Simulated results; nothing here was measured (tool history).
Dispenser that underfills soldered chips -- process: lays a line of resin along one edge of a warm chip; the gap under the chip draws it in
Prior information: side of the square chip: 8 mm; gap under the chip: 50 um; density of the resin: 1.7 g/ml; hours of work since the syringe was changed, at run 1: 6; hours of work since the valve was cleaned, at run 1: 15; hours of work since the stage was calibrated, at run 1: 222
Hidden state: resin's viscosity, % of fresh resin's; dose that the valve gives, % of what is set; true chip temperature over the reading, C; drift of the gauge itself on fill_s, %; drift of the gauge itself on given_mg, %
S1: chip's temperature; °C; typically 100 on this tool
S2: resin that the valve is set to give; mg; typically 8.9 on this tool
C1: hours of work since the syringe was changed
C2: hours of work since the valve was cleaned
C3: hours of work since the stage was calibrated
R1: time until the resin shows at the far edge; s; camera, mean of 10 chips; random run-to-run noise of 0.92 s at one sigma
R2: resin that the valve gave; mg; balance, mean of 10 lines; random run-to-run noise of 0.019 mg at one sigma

run   hour   S1     S2  C1  C2   C3     R1     R2
  1      0  100    8.9   6  15  222  154.8   8.83
  2    6.9  100    8.9  11  20  227  239.5   8.79
       8.1  -- new syringe of resin
  3   16.5  100    8.9   6  27  234  157.3   8.74
  4   20.8  100   7.81   9  30  237    213   7.68
      23.9  -- new syringe of resin
  5     26  100  10.47   2  34  241  102.5  10.27
  6     31  100  10.47   5  37  244  141.8  10.25
  7   37.2  100    8.9  10  42  249  211.9   8.68
      40.1  -- new syringe of resin
  8   45.6  100    8.9   4  48  255  128.4   8.66
  9   49.7  100    8.9   7  51  258  172.4   8.68
 10   54.8  100  10.53  11  55  262    238   10.2
        56  -- new syringe of resin
 11   59.3  100   10.6   2  58  265  109.7  10.26
 12   64.2  100    8.9   6  62  269  152.6   8.58
      71.7  -- dispensing valve cleaned and set on the balance
      72.6  -- new syringe of resin
 13   74.9  100    8.9   2   2  276    106   8.88
 14     81  100    8.9   6   7  280  156.8   8.84
      88.2  -- new syringe of resin
 15   88.6  100    8.9   0  12  286   91.5   8.84
 16   97.1   95    8.9   7  19  292  198.8   8.78
     104.2  -- new syringe of resin
 17    106  100   7.98   1  25  298  102.8   7.88
 18  111.4  100   7.98   5  29  303  146.5   7.84
 19  118.2   99   9.89  11  34  308  237.4   9.66
     119.8  -- new syringe of resin
 20  123.4  114   7.86   3  38  311   63.6   7.68
 21  130.3  114   7.86   8  43  316  102.7    7.6
     135.2  -- new syringe of resin
 22  136.8  102  11.38   1  48  321   91.1  11.07
 23  145.3  114    8.9   8  54  327     99   8.59
     151.1  -- new syringe of resin
 24  154.7  100  10.09   3  61  334  111.7   9.73
 25  159.9  110   7.96   7  65  338  108.6   7.62
     163.2  -- dispensing valve cleaned and set on the balance
 26    166  110   7.96  10   2  342  149.9   7.93
     167.9  -- new syringe of resin
 27  172.6  113   8.64   4   7  347   73.4   8.63
 28  180.2  113   8.64   9  12  352  120.2   8.57
     183.2  -- new syringe of resin
 29  188.2   91   8.74   4  18  358    185   8.64
 30  194.3  104   8.97   8  23  363  154.4   8.85
       199  -- new syringe of resin
 31  203.6  104   8.97   3  30  369  102.9   8.79
 32  209.7  101   8.12   8  34  374  179.7   7.95
     214.6  -- new syringe of resin
 33    219  101   8.12   3  41  381  117.2   7.94
 34  227.2  101   8.12   9  47  387  201.7   7.86
     230.4  -- new syringe of resin
 35  232.4   91   9.42   2  51  390    157   9.17

Entry by entry between the runs, the difference in hidden state between the last listed run before and the first listed run after:
Between runs 2 and 3: new syringe of resin (hour 8.1)
  resin's viscosity, % of fresh resin's: 271.4 -> 174.7; dose that the valve gives, % of what is set: 98.85 -> 98.45; true chip temperature over the reading, C: -0.54 -> -0.56
  measured less the result without the state, R1: +153.3 -> +69.6 s; R2: -0.11 -> -0.14 mg
Between runs 4 and 5: new syringe of resin (hour 23.9)
  resin's viscosity, % of fresh resin's: 231.9 -> 115.3; dose that the valve gives, % of what is set: 98.25 -> 98.03; true chip temperature over the reading, C: -0.56 -> -0.57
  measured less the result without the state, R1: +123.5 -> +15.8 s; R2: -0.14 -> -0.21 mg
Between runs 7 and 8: new syringe of resin (hour 40.1)
  resin's viscosity, % of fresh resin's: 240.1 -> 144.2; dose that the valve gives, % of what is set: 97.55 -> 97.19; true chip temperature over the reading, C: -0.59 -> -0.6
  measured less the result without the state, R1: +125.9 -> +42 s; R2: -0.22 -> -0.25 mg
Between runs 10 and 11: new syringe of resin (hour 56)
  resin's viscosity, % of fresh resin's: 264.6 -> 123.2; dose that the valve gives, % of what is set: 96.76 -> 96.54; true chip temperature over the reading, C: -0.62 -> -0.63
  measured less the result without the state, R1: +150.7 -> +23.1 s; R2: -0.34 -> -0.36 mg
Between runs 12 and 13: dispensing valve cleaned and set on the balance (hour 71.7); new syringe of resin (hour 72.6)
  resin's viscosity, % of fresh resin's: 169.7 -> 117.1; dose that the valve gives, % of what is set: 96.34 -> 99.85; true chip temperature over the reading, C: -0.63 -> -0.65
  measured less the result without the state, R1: +65.6 -> +18 s; R2: -0.33 -> -0.01 mg
Between runs 14 and 15: new syringe of resin (hour 88.2)
  resin's viscosity, % of fresh resin's: 175.1 -> 101.9; dose that the valve gives, % of what is set: 99.56 -> 99.19; true chip temperature over the reading, C: -0.66 -> -0.67
  measured less the result without the state, R1: +69.8 -> +4.4 s; R2: -0.04 -> -0.07 mg
Between runs 16 and 17: new syringe of resin (hour 104.2)
  resin's viscosity, % of fresh resin's: 178.8 -> 111.8; dose that the valve gives, % of what is set: 98.81 -> 98.38; true chip temperature over the reading, C: -0.69 -> -0.7
  measured less the result without the state, R1: +90.9 -> +13.8 s; R2: -0.1 -> -0.13 mg
Between runs 19 and 20: new syringe of resin (hour 119.8)
  resin's viscosity, % of fresh resin's: 250.2 -> 126; dose that the valve gives, % of what is set: 97.87 -> 97.64; true chip temperature over the reading, C: -0.72 -> -0.73
  measured less the result without the state, R1: +145.6 -> +14.8 s; R2: -0.21 -> -0.18 mg
Between runs 21 and 22: new syringe of resin (hour 135.2)
  resin's viscosity, % of fresh resin's: 199.2 -> 109.4; dose that the valve gives, % of what is set: 97.33 -> 97.05; true chip temperature over the reading, C: -0.74 -> -0.75
  measured less the result without the state, R1: +52.9 -> +10.5 s; R2: -0.21 -> -0.34 mg
Between runs 23 and 24: new syringe of resin (hour 151.1)
  resin's viscosity, % of fresh resin's: 191.6 -> 125.9; dose that the valve gives, % of what is set: 96.65 -> 96.22; true chip temperature over the reading, C: -0.76 -> -0.78
  measured less the result without the state, R1: +49 -> +26.1 s; R2: -0.29 -> -0.38 mg
Between runs 25 and 26: dispensing valve cleaned and set on the balance (hour 163.2)
  resin's viscosity, % of fresh resin's: 177.5 -> 247.8; dose that the valve gives, % of what is set: 95.99 -> 99.86; true chip temperature over the reading, C: -0.79 -> -0.8
  measured less the result without the state, R1: +49.8 -> +91.2 s; R2: -0.32 -> -0.01 mg
Between runs 26 and 27: new syringe of resin (hour 167.9)
  resin's viscosity, % of fresh resin's: 247.8 -> 137.2; dose that the valve gives, % of what is set: 99.86 -> 99.58; true chip temperature over the reading, C: -0.8 -> -0.81
  measured less the result without the state, R1: +91.2 -> +21.4 s; R2: -0.01 -> -0.04 mg
Between runs 28 and 29: new syringe of resin (hour 183.2)
  resin's viscosity, % of fresh resin's: 226 -> 136.8; dose that the valve gives, % of what is set: 99.22 -> 98.88; true chip temperature over the reading, C: -0.82 -> -0.83
  measured less the result without the state, R1: +68.9 -> +54.9 s; R2: -0.07 -> -0.1 mg
Between runs 30 and 31: new syringe of resin (hour 199)
  resin's viscosity, % of fresh resin's: 204.5 -> 136.2; dose that the valve gives, % of what is set: 98.61 -> 98.2; true chip temperature over the reading, C: -0.84 -> -0.86
  measured less the result without the state, R1: +81.5 -> +30.2 s; R2: -0.13 -> -0.16 mg
Between runs 32 and 33: new syringe of resin (hour 214.6)
  resin's viscosity, % of fresh resin's: 203 -> 133.2; dose that the valve gives, % of what is set: 97.92 -> 97.51; true chip temperature over the reading, C: -0.87 -> -0.89
  measured less the result without the state, R1: +94.9 -> +33.1 s; R2: -0.17 -> -0.21 mg
Between runs 34 and 35: new syringe of resin (hour 230.4)
  resin's viscosity, % of fresh resin's: 228.5 -> 116.1; dose that the valve gives, % of what is set: 97.15 -> 96.91; true chip temperature over the reading, C: -0.9 -> -0.91
  measured less the result without the state, R1: +117.3 -> +27.5 s; R2: -0.23 -> -0.29 mg

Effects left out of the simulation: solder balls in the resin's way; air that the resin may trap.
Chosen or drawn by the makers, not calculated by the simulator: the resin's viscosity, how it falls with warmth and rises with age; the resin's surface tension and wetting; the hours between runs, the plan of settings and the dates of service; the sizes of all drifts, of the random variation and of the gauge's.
